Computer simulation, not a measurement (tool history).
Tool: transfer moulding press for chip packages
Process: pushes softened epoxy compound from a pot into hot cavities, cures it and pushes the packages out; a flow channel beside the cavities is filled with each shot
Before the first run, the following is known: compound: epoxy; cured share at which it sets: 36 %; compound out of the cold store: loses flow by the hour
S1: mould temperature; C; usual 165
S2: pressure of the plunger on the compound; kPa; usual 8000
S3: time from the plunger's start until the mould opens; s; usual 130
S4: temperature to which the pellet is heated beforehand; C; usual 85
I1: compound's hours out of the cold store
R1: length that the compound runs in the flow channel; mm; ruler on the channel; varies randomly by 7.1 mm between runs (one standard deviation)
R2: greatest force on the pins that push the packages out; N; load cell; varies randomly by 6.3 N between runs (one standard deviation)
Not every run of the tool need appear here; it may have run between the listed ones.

run,day,S1,S2,S3,S4,I1,R1,R2
1,0,165,8000,130,85,40.8,763,237
2,1.333,165,8000,130,85,21.2,846,250
# day 2.25: cavities cleaned with cleaning compound and waxed
3,2.25,165,9250,130,85,13.7,947,244
4,3.554,165,9250,130,85,37.8,845,246
5,4.271,165,8000,130,83,37.9,766,235
# day 5.733: cavities cleaned with cleaning compound and waxed
6,5.829,165,8000,130,85,20.6,845,244
7,7.2,165,8000,130,85,34.3,790,251
8,8.688,165,8000,130,85,35.8,791,232
# day 9.258: cavities cleaned with cleaning compound and waxed
9,10.208,165,8000,130,85,15.4,870,249
10,11.133,165,8000,130,85,21.4,835,244
11,12.267,165,8000,130,85,33.3,793,239
# day 12.792: cavities cleaned with cleaning compound and waxed
12,13.425,165,8000,130,85,38.1,774,239
13,14.475,165,8000,130,85,40.9,767,240
14,15.25,165,8000,130,86,18.5,843,248
15,16.096,165,8990,130,86,42.5,802,236
# day 16.321: cavities cleaned with cleaning compound and waxed
16,17.062,165,8000,133,88,44.6,749,232
17,18.212,165,8000,133,88,41.1,755,240
18,19.283,161,6700,130,85,33.6,724,278
# day 19.838: cavities cleaned with cleaning compound and waxed
19,20.608,165,6230,170,85,27.8,710,219
20,21.538,164,8000,130,85,11,884,252
21,23.067,164,8000,130,85,11.3,888,248
# day 23.375: cavities cleaned with cleaning compound and waxed
# day 24.312: plunger's sealing rings changed
22,24.392,165,9510,141,85,34.8,862,239
23,25.55,161,9510,141,93,31.4,903,247
24,26.483,161,9510,141,93,8.7,999,269
# day 26.967: cavities cleaned with cleaning compound and waxed
25,27.729,161,9510,141,93,46.3,831,254
26,28.983,169,8000,154,82,23.5,816,225
27,29.65,164,8000,130,85,21.3,850,249
# day 30.542: cavities cleaned with cleaning compound and waxed
28,30.692,164,8000,130,85,44.3,760,241

Here are 4 independent what-if runs from the current tool condition. What would each one return?
A,32.112,164,6590,130,85,42.5,?,?
B,32.112,163,9060,130,78,47.5,?,?
C,32.112,173,6540,130,85,25.1,?,?
D,32.112,165,8000,119,90,47.8,?,?

run,R1,R2
A,691,246
B,794,251
C,720,221
D,745,262
With no hidden state in the tool, these same runs would have given:
run,R1,R2
A,691,245
B,795,250
C,720,219
D,746,260
